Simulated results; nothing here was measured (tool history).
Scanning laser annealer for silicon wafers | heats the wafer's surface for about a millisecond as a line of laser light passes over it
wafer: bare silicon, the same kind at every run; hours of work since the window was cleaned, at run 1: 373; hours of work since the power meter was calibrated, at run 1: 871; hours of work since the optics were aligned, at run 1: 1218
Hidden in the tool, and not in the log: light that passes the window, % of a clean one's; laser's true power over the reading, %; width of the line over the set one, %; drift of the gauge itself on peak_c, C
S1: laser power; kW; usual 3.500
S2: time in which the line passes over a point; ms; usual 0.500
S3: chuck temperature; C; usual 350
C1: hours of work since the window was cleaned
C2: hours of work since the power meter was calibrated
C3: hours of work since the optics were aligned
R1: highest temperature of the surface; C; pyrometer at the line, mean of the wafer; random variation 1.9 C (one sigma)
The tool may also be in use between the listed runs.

Run 1, day 0.000: usual settings; C1 373; C2 871; C3 1218. Result: R1 1159 C.
Run 2, day 1.554: usual settings; C1 399; C2 897; C3 1244. Result: R1 1153 C.
Run 3, day 3.388: usual settings; C1 430; C2 929; C3 1276. Result: R1 1155 C.
Run 4, day 4.571: usual settings; C1 451; C2 949; C3 1296. Result: R1 1156 C.
Run 5, day 6.212: usual settings but S2 0.426 ms; C1 479; C2 977; C3 1324. Result: R1 1084 C.
Run 6, day 7.758: usual settings but S2 0.426 ms; C1 505; C2 1003; C3 1350. Result: R1 1083 C.
Run 7, day 9.188: usual settings but S1 3.776 kW; C1 529; C2 1027; C3 1374. Result: R1 1234 C.
Run 8, day 10.617: usual settings but S1 3.776 kW, S2 0.415 ms; C1 554; C2 1052; C3 1399. Result: R1 1140 C.
Run 9, day 11.650: usual settings but S1 3.776 kW, S2 0.415 ms; C1 571; C2 1069; C3 1416. Result: R1 1139 C.
Run 10, day 12.433: usual settings but S1 3.776 kW, S2 0.415 ms; C1 585; C2 1083; C3 1430. Result: R1 1137 C.
Run 11, day 13.671: usual settings but S1 3.776 kW, S2 0.415 ms; C1 606; C2 1104; C3 1451. Result: R1 1134 C.
Run 12, day 14.621: usual settings but S1 3.776 kW, S2 0.415 ms; C1 622; C2 1120; C3 1467. Result: R1 1137 C.
Run 13, day 16.171: usual settings but S1 3.776 kW, S2 0.415 ms; C1 648; C2 1146; C3 1493. Result: R1 1139 C.
Run 14, day 17.800: usual settings but S1 3.776 kW, S2 0.415 ms; C1 676; C2 1174; C3 1521. Result: R1 1138 C.
Run 15, day 18.888: usual settings but S1 3.776 kW, S2 0.415 ms; C1 695; C2 1193; C3 1540. Result: R1 1141 C.
Run 16, day 19.883: usual settings but S1 3.776 kW, S2 0.535 ms; C1 712; C2 1210; C3 1557. Result: R1 1270 C.
At day 20.100: window over the wafer cleaned.
Run 17, day 21.375: usual settings but S1 3.776 kW, S2 0.535 ms; C1 22; C2 1234; C3 1581. Result: R1 1269 C.
Run 18, day 22.754: usual settings but S1 3.776 kW, S2 0.535 ms; C1 45; C2 1257; C3 1604. Result: R1 1268 C.
Run 19, day 23.950: usual settings but S1 3.776 kW, S2 0.535 ms; C1 66; C2 1278; C3 1625. Result: R1 1267 C.
Run 20, day 25.400: usual settings but S1 3.776 kW, S2 0.535 ms; C1 90; C2 1302; C3 1649. Result: R1 1267 C.
Run 21, day 26.638: usual settings but S1 3.535 kW, S2 0.369 ms; C1 111; C2 1323; C3 1670. Result: R1 1030 C.

The next listed run, before its measurement:
Run 22, day 27.554: usual settings but S1 3.661 kW, S2 0.397 ms; C1 127; C2 1339; C3 1686. Result: R1 ?.

R1: 1090 C
Without the tool's hidden state the same run would have given R1 1090 C.

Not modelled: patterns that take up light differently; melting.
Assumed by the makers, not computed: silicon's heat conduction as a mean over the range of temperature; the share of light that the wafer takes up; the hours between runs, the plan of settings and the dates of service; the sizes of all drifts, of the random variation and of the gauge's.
